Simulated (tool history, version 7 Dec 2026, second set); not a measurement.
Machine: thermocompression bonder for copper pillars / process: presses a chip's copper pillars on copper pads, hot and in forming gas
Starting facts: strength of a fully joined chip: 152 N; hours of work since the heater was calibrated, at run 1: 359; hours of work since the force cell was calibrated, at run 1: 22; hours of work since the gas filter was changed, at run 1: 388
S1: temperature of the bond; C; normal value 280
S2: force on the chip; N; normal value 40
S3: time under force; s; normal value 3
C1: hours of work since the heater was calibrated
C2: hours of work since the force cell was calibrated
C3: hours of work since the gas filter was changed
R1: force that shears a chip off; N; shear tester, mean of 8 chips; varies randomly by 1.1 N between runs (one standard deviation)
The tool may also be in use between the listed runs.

run	hour	S1	S2	S3	C1	C2	C3	R1
1	0	280	40	3	359	22	388	110.2
2	14.2	280	40	3	367	30	396	111.3
3	32.8	280	40	3	377	40	406	109.2
4	46.5	291	40	3	385	48	414	120.8
5	61	280	32	3	393	56	422	99.6
6	70.5	280	25	3	398	61	427	86.9
# hour 83.3: forming gas filter changed
7	88.9	280	29	3	408	71	3	95
8	98	280	29	3	413	76	8	93.7
9	106.8	280	29	3	418	81	13	94.2
10	119	280	29	3	424	88	20	95.3
11	134.7	280	40	3	433	96	28	110.9
12	147.6	280	40	3	440	104	36	109.2
13	161.6	280	40	3	448	111	43	110.4
14	176.2	280	28	3	456	119	51	92.4
15	185.5	280	40	6	461	125	57	126.4
16	202.3	296	40	6	471	134	66	138.4
17	219.3	296	40	6	480	143	75	140.3
18	232.4	280	51	3	487	150	83	121.2
19	244.2	280	40	3	494	157	89	110.3
20	261.4	280	40	4	503	167	99	118.7
21	279.9	280	40	2	514	177	109	100.4
22	294.6	253	57	5	522	185	117	113.8
23	303.7	253	57	5	527	190	122	114.8
24	317.4	253	57	4	534	198	130	106.7
25	334.1	253	57	4	544	207	139	106.9
26	344.5	253	40	7	549	213	145	105.1
27	361.6	271	26	3	559	222	154	80.4
28	370.1	280	28	2	564	227	159	82.1
29	385.7	275	40	2	572	235	167	92.2
30	400.7	287	40	3	580	244	176	116.2
31	413.4	287	40	3	588	251	183	115.9
32	432.3	272	56	3	598	261	193	117
33	449.7	272	56	3	608	271	203	119.4
34	462.2	272	56	7	615	278	210	138.1
35	474.1	272	55	7	621	284	216	136.4
36	488.1	300	54	9	629	292	224	148.6
37	498.8	300	54	9	635	298	230	147
38	511.3	300	54	9	642	305	237	148.2
39	520.2	284	26	7	647	310	242	118.3
40	537.7	260	31	6	656	320	252	96

Below are 3 alternative next runs, each starting from the tool's condition after run 40. Predict each:
A	547.3	260	31	2	662	325	257	?
B	547.3	260	35	9	662	325	257	?
C	547.3	302	40	6	662	325	257	?

run	R1
A	65.2
B	111
C	139.6
Without the tool's unlogged condition, the same runs would have read:
run	R1
A	65.4
B	111.3
C	139.9
